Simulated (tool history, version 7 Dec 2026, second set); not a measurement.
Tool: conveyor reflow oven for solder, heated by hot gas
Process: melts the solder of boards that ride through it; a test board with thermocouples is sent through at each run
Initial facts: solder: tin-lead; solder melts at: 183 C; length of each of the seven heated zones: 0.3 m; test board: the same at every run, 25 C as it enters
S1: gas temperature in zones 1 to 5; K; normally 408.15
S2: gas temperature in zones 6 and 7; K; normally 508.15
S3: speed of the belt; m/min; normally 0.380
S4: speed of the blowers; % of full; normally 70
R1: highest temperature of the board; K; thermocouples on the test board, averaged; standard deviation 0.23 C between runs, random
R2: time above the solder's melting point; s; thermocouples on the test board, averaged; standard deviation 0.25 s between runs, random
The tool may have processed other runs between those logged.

run,hour,S1,S2,S3,S4,R1,R2
1,0.0,408.15,508.15,0.380,70,489.65,68.7
2,19.6,408.15,508.15,0.401,70,487.65,63.5
3,50.8,408.15,508.15,0.401,70,487.75,62.9
4,67.5,408.15,508.15,0.401,70,487.75,62.5
5,103.6,408.15,508.15,0.401,70,487.25,62.4
6,134.4,408.15,508.15,0.380,70,489.05,68.9
7,158.2,408.15,508.15,0.380,70,489.35,68.5
8,194.3,408.15,508.15,0.380,70,488.95,68.3
9,209.8,408.15,508.15,0.380,70,489.25,68.0
10,247.2,408.15,508.15,0.330,70,492.85,83.9
11,271.3,408.15,508.15,0.380,70,488.95,68.1
12,302.6,408.15,508.15,0.380,70,488.65,67.6
13,322.5,408.15,508.15,0.380,70,488.55,68.0
14,339.0,408.15,508.15,0.380,86,490.75,70.8
15,372.8,408.15,508.15,0.380,70,488.15,67.5
16,396.6,408.15,510.15,0.380,70,489.55,69.2
17,427.9,417.15,510.15,0.456,70,484.45,55.8
18,462.0,417.15,497.15,0.382,59,478.55,59.2
19,478.6,421.15,508.15,0.380,70,490.35,75.9
20,515.0,420.15,514.15,0.380,64,494.35,78.1
21,535.4,420.15,514.15,0.380,64,494.15,78.5
22,560.3,420.15,518.15,0.390,64,496.15,78.1
23,593.5,420.15,518.15,0.390,64,496.45,78.2
24,612.2,409.15,502.15,0.390,64,480.15,57.2
25,640.3,409.15,501.15,0.390,67,480.35,56.7
26,658.7,409.15,501.15,0.390,67,480.15,57.1
# hour 680.4: flux residue cleaned out of gas plates and filters
27,689.5,408.15,520.15,0.380,70,499.55,78.1
28,714.2,408.15,512.15,0.398,72,490.95,67.0
29,734.3,408.15,501.15,0.398,72,482.05,57.7
30,752.1,408.15,501.15,0.398,72,481.45,57.9
31,787.2,408.15,504.15,0.343,72,488.95,77.1

Per-run results on a tool with no hidden state, each run keeping its own random variation:
Hidden state at play: heat that the gas passes to the board, % of a clean oven's; belt's true speed, % of the reading; true gas temperature in zones 6 and 7 over the reading, C; drift of the gauge itself on peak_c, C; drift of the gauge itself on liquid_s, %.
run,R1,R2
1,490.25,68.9
2,488.25,63.8
3,488.55,63.3
4,488.55,63.0
5,488.15,63.1
6,490.05,69.6
7,490.45,69.2
8,490.15,69.2
9,490.55,69.0
10,494.15,84.8
11,490.45,69.3
12,490.35,68.9
13,490.25,69.5
14,492.55,72.1
15,490.05,69.1
16,491.55,70.8
17,486.65,57.7
18,480.45,61.8
19,492.45,77.4
20,496.65,79.5
21,496.55,79.9
22,498.65,79.5
23,499.05,79.7
24,482.85,60.4
25,483.15,60.1
26,482.95,60.6
27,500.65,78.1
28,492.05,67.3
29,483.25,58.5
30,482.75,58.8
31,490.45,77.8
